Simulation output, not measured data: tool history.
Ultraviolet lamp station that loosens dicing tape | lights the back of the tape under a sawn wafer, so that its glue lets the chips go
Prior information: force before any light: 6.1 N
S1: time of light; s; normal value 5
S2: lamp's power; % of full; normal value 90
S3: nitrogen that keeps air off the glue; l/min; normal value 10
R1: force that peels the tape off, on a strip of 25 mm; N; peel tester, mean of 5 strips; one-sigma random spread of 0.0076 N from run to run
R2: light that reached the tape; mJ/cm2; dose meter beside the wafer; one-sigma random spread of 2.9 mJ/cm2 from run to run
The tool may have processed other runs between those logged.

run	hour	S1	S2	S3	R1	R2
1	0	5	90	10	0.327	363
2	8	5	90	10	0.344	367
3	16.8	5	90	10	0.344	365
4	23.7	5	90	10	0.337	366
5	34.5	5	90	14	0.304	361
6	41	5	90	10	0.341	366
7	52.1	5	92	10	0.342	371
8	59.4	5	92	10	0.343	368
# hour 60.8: window cleaned of glue's vapour
9	70.5	5	92	10	0.347	361
10	82.6	5	90	5	0.499	353
11	92.2	5	90	5	0.488	352
12	100.9	5	64	10	0.601	246
13	106.9	5	90	10	0.37	348
14	116.8	5	90	10	0.355	348
# hour 118.4: window cleaned of glue's vapour, once more
15	129.3	5	90	10	0.332	358
16	136.8	4	92	10	0.473	296
17	148.1	4	92	10	0.485	294
18	160.1	7	62	4	0.58	343
19	167.4	5	62	4	0.978	243
20	180.3	3	69	5	1.639	160
21	187.9	3	69	5	1.671	162
22	197.4	3	69	5	1.628	162
23	202.8	3	69	5	1.708	163
24	208.8	5	90	6	0.447	348
25	214.8	5	90	6	0.47	344
26	220.5	5	90	6	0.45	345
27	231.6	5	95	8	0.367	362
28	244.7	2	68	3	2.929	102
29	256	5	95	8	0.383	362

How would selected steps in R1 from run to run divide? Give the signed amount a tool lacking its hidden state would still show from settings, what came in and random variation, and the signed amount left for the hidden state, including any gauge scatter that is not in both of the compared results.
Hidden conditions of the tool in this case: lamp's light, % of a new lamp's; light that the window lets through, % of a clean one's; drift of the gauge itself on peel_n, %; drift of the gauge itself on dose_mj_cm2, %.
Run 27 -> 28: S1 5 -> 2, S2 95 -> 68, S3 8 -> 3. R1 +2.562 N: hidden state +0.393, all else +2.169.
Run 28 -> 29: S1 2 -> 5, S2 68 -> 95, S3 3 -> 8. R1 -2.546 N: hidden state -0.388, all else -2.158.

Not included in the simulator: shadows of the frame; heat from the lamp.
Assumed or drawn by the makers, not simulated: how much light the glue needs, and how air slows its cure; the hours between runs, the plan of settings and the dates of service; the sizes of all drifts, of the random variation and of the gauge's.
